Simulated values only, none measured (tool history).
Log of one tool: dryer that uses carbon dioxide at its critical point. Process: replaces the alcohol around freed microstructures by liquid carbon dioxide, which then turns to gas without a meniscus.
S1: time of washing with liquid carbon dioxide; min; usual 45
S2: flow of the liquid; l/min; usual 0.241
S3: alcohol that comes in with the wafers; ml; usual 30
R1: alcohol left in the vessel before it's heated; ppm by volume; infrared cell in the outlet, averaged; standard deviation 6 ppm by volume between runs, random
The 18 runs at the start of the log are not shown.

run 19 hour=770.2 | S1=38 S2=0.241 S3=84 | R1=1783
-- hour=801.7 inlet filter changed
run 20 hour=824.9 | S1=33 S2=0.241 S3=30 | R1=883
run 21 hour=851.6 | S1=45 S2=0.241 S3=30 | R1=421
run 22 hour=884 | S1=45 S2=0.322 S3=30 | R1=245
run 23 hour=935 | S1=45 S2=0.322 S3=30 | R1=250
run 24 hour=965.1 | S1=45 S2=0.322 S3=30 | R1=237
run 25 hour=1014.3 | S1=45 S2=0.322 S3=30 | R1=253
run 26 hour=1055.3 | S1=28 S2=0.16 S3=29 | R1=2877
run 27 hour=1085.5 | S1=31 S2=0.31 S3=59 | R1=1013
run 28 hour=1115 | S1=45 S2=0.241 S3=27 | R1=426
run 29 hour=1172.2 | S1=44 S2=0.342 S3=63 | R1=325
run 30 hour=1224.8 | S1=44 S2=0.342 S3=63 | R1=336
run 31 hour=1271.1 | S1=44 S2=0.342 S3=63 | R1=350
run 32 hour=1302.2 | S1=65 S2=0.241 S3=20 | R1=245
run 33 hour=1362.2 | S1=41 S2=0.241 S3=62 | R1=1061
run 34 hour=1405.1 | S1=41 S2=0.241 S3=62 | R1=1091
run 35 hour=1451.9 | S1=38 S2=0.173 S3=103 | R1=4842
run 36 hour=1494.3 | S1=34 S2=0.241 S3=29 | R1=1009
run 37 hour=1521 | S1=27 S2=0.152 S3=106 | R1=12162
run 38 hour=1558.4 | S1=27 S2=0.152 S3=106 | R1=12314
-- hour=1597.6 inlet filter changed
run 39 hour=1611.4 | S1=38 S2=0.241 S3=30 | R1=648
run 40 hour=1639.6 | S1=38 S2=0.241 S3=30 | R1=672
run 41 hour=1684.1 | S1=52 S2=0.2 S3=30 | R1=508

Run 42, settings as shown, results not yet in. Your forecast:
run 42 hour=1737.7 | S1=52 S2=0.2 S3=97 | R1=?

{"run 42": {"R1": 1169}}
On a tool with no hidden condition, and with the same random variation, this run would have come out at R1 864 ppm by volume.
